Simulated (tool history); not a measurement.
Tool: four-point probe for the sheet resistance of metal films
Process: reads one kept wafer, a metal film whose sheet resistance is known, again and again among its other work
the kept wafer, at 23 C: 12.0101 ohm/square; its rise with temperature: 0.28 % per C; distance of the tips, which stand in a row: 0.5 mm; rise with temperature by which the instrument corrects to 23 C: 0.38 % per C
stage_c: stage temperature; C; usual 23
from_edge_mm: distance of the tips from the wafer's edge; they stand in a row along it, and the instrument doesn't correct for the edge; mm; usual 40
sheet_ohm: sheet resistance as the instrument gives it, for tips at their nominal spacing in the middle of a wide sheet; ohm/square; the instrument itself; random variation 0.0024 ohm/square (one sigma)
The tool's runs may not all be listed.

{"run": 1, "day": 0.0, "stage_c": 23, "from_edge_mm": 40, "sheet_ohm": 11.956704}
{"run": 2, "day": 0.704, "stage_c": 23, "from_edge_mm": 40, "sheet_ohm": 11.948656}
{"run": 3, "day": 1.667, "stage_c": 23, "from_edge_mm": 40, "sheet_ohm": 11.952682}
{"run": 4, "day": 2.862, "stage_c": 23, "from_edge_mm": 40, "sheet_ohm": 11.954277}
{"run": 5, "day": 4.008, "stage_c": 23, "from_edge_mm": 40, "sheet_ohm": 11.950312}
{"run": 6, "day": 5.112, "stage_c": 23, "from_edge_mm": 40, "sheet_ohm": 11.949443}
{"run": 7, "day": 6.025, "stage_c": 23, "from_edge_mm": 9, "sheet_ohm": 11.969026}
{"run": 8, "day": 7.233, "stage_c": 23, "from_edge_mm": 9, "sheet_ohm": 11.968972}
{"run": 9, "day": 8.029, "stage_c": 23, "from_edge_mm": 40, "sheet_ohm": 11.942853}
{"run": 10, "day": 8.929, "stage_c": 23, "from_edge_mm": 40, "sheet_ohm": 11.938948}
{"run": 11, "day": 9.767, "stage_c": 20, "from_edge_mm": 8, "sheet_ohm": 12.008699}
{"run": 12, "day": 10.429, "stage_c": 20, "from_edge_mm": 8, "sheet_ohm": 12.007744}
{"run": 13, "day": 11.008, "stage_c": 20, "from_edge_mm": 8, "sheet_ohm": 12.000794}
{"run": 14, "day": 12.054, "stage_c": 20, "from_edge_mm": 8, "sheet_ohm": 12.002956}
{"run": 15, "day": 13.229, "stage_c": 20, "from_edge_mm": 8, "sheet_ohm": 11.999185}
{"run": 16, "day": 13.883, "stage_c": 23, "from_edge_mm": 9, "sheet_ohm": 11.958629}
{"run": 17, "day": 14.979, "stage_c": 23, "from_edge_mm": 9, "sheet_ohm": 11.956707}
{"run": 18, "day": 15.767, "stage_c": 23, "from_edge_mm": 9, "sheet_ohm": 11.955193}

4 ways to go on from here, each from the tool as it stands after run 18. What would each give?
{"run": "A", "day": 16.646, "stage_c": 24, "from_edge_mm": 9, "sheet_ohm": "?"}
{"run": "B", "day": 16.646, "stage_c": 21, "from_edge_mm": 9, "sheet_ohm": "?"}
{"run": "C", "day": 16.646, "stage_c": 23, "from_edge_mm": 4, "sheet_ohm": "?"}
{"run": "D", "day": 16.646, "stage_c": 30, "from_edge_mm": 24, "sheet_ohm": "?"}

run=A sheet_ohm=11.943657
run=B sheet_ohm=11.978456
run=C sheet_ohm=12.034368
run=D sheet_ohm=11.853882
Without the tool's hidden state the same runs would have given:
run=A sheet_ohm=12.01866
run=B sheet_ohm=12.053732
run=C sheet_ohm=12.109924
run=D sheet_ohm=11.928226

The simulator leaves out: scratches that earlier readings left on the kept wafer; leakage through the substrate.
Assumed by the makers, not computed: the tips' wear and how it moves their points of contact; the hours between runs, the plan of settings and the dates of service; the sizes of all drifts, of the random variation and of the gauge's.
